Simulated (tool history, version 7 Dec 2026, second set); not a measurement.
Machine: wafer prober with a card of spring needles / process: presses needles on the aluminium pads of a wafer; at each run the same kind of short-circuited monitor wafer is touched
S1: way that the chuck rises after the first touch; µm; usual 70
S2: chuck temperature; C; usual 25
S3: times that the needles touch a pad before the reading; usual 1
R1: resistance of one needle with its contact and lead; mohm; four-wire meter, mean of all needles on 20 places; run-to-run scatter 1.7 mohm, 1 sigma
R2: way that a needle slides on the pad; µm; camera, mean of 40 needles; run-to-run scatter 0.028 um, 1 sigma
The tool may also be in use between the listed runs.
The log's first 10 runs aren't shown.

run	hour	S1	S2	S3	R1	R2
11	107	70	25	1	850	9.61
# hour 116: tips cleaned on abrasive film
12	121.3	70	25	1	624	9.63
13	133.3	70	25	2	606	9.67
# hour 138.3: tips cleaned on abrasive film
14	146.7	70	25	1	760	9.63
15	157.3	70	25	1	905	9.66
# hour 160.3: tips cleaned on abrasive film
16	165.9	70	25	1	642	9.6
17	179.1	70	25	1	905	9.61
# hour 182.5: tips cleaned on abrasive film
18	188.7	62	25	2	544	8.54
19	195.1	66	32	2	614	9.06
# hour 196.4: height of the first contact set anew
# hour 205.1: tips cleaned on abrasive film
20	205.6	56	67	2	270	7.79
21	218.5	56	67	2	753	7.82
22	226.2	56	67	1	1226	7.84

What will run 23 give?
# hour 227.2: tips cleaned on abrasive film
23	237.9	66	117	3	?	?

R1: 418 mohm
R2: 9.23 µm
With no hidden state in the tool, this same run would have given R1 199 mohm, R2 9.25 µm.
